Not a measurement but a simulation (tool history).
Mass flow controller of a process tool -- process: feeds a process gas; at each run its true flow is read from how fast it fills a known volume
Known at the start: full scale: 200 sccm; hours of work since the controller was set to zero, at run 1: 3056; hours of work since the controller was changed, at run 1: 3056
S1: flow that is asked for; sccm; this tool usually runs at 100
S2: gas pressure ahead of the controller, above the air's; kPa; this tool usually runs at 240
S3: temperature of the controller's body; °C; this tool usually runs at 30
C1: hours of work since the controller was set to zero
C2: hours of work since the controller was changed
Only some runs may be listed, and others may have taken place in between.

Run 1, hour 0.0: usual settings; C1 3056; C2 3056. Result: true flow (%) 98.65.
Run 2, hour 341.3: usual settings; C1 3266; C2 3266. Result: true flow (%) 98.70.
Run 3, hour 522.9: usual settings but S3 33 °C; C1 3377; C2 3377. Result: true flow (%) 98.64.
Run 4, hour 729.0: usual settings but S3 26 °C; C1 3504; C2 3504. Result: true flow (%) 98.67.
Run 5, hour 977.3: usual settings but S3 26 °C; C1 3657; C2 3657. Result: true flow (%) 98.69.
Run 6, hour 1360.1: usual settings but S3 26 °C; C1 3892; C2 3892. Result: true flow (%) 98.80.
Run 7, hour 1714.6: usual settings but S2 165 kPa; C1 4109; C2 4109. Result: true flow (%) 99.09.
Run 8, hour 1957.9: usual settings but S2 165 kPa; C1 4259; C2 4259. Result: true flow (%) 99.06.
Run 9, hour 2327.2: usual settings but S2 165 kPa; C1 4486; C2 4486. Result: true flow (%) 99.10.
Run 10, hour 2603.0: usual settings but S2 165 kPa, S3 36 °C; C1 4655; C2 4655. Result: true flow (%) 99.06.
Run 11, hour 2847.6: usual settings but S2 165 kPa, S3 36 °C; C1 4805; C2 4805. Result: true flow (%) 99.06.
Run 12, hour 3063.5: usual settings but S2 165 kPa, S3 36 °C; C1 4938; C2 4938. Result: true flow (%) 98.91.
Run 13, hour 3461.1: usual settings; C1 5182; C2 5182. Result: true flow (%) 98.92.
Run 14, hour 3670.0: usual settings; C1 5310; C2 5310. Result: true flow (%) 98.95.
Run 15, hour 4041.7: usual settings; C1 5539; C2 5539. Result: true flow (%) 98.89.
Run 16, hour 4321.5: usual settings but S1 68 sccm, S3 21 °C; C1 5710; C2 5710. Result: true flow (%) 98.07.
Run 17, hour 4580.2: usual settings but S1 25 sccm, S3 31 °C; C1 5869; C2 5869. Result: true flow (%) 93.05.
Run 18, hour 4787.4: usual settings but S2 172 kPa, S3 32 °C; C1 5997; C2 5997. Result: true flow (%) 99.28.
Run 19, hour 5089.6: usual settings but S2 172 kPa, S3 32 °C; C1 6182; C2 6182. Result: true flow (%) 99.08.
Run 20, hour 5433.5: usual settings but S2 172 kPa, S3 32 °C; C1 6393; C2 6393. Result: true flow (%) 99.20.
Run 21, hour 5827.7: usual settings but S1 87 sccm, S2 203 kPa, S3 25 °C; C1 6636; C2 6636. Result: true flow (%) 98.95.
At hour 6141.6: controller's zero set anew.
Run 22, hour 6205.2: usual settings but S3 24 °C; C1 39; C2 6867. Result: true flow (%) 101.21.
Run 23, hour 6561.3: usual settings but S3 24 °C; C1 258; C2 7086. Result: true flow (%) 101.13.
Run 24, hour 6762.3: usual settings but S3 24 °C; C1 381; C2 7209. Result: true flow (%) 101.26.
Run 25, hour 7078.0: usual settings but S3 24 °C; C1 575; C2 7403. Result: true flow (%) 101.18.
Run 26, hour 7297.5: usual settings but S3 24 °C; C1 710; C2 7538. Result: true flow (%) 101.09.

5 options for the next run, each taken on its own from the tool as it stands now. Forecast them:
Run A, hour 7565.5: usual settings but S2 148 kPa, S3 24 °C; C1 875; C2 7703. Result: true flow (%) ?.
Run B, hour 7565.5: usual settings but S2 202 kPa; C1 875; C2 7703. Result: true flow (%) ?.
Run C, hour 7565.5: usual settings but S1 50 sccm; C1 875; C2 7703. Result: true flow (%) ?.
Run D, hour 7565.5: usual settings but S2 228 kPa, S3 26 °C; C1 875; C2 7703. Result: true flow (%) ?.
Run E, hour 7565.5: usual settings but S1 69 sccm, S2 151 kPa, S3 22 °C; C1 875; C2 7703. Result: true flow (%) ?.

run  true flow (%)
  A         101.61
  B         101.33
  C         100.34
  D         101.38
  E         101.34
Had the tool no hidden state, the same runs would have come out as:
run  true flow (%)
  A          99.25
  B          98.96
  C          98.26
  D          99.01
  E          99.11

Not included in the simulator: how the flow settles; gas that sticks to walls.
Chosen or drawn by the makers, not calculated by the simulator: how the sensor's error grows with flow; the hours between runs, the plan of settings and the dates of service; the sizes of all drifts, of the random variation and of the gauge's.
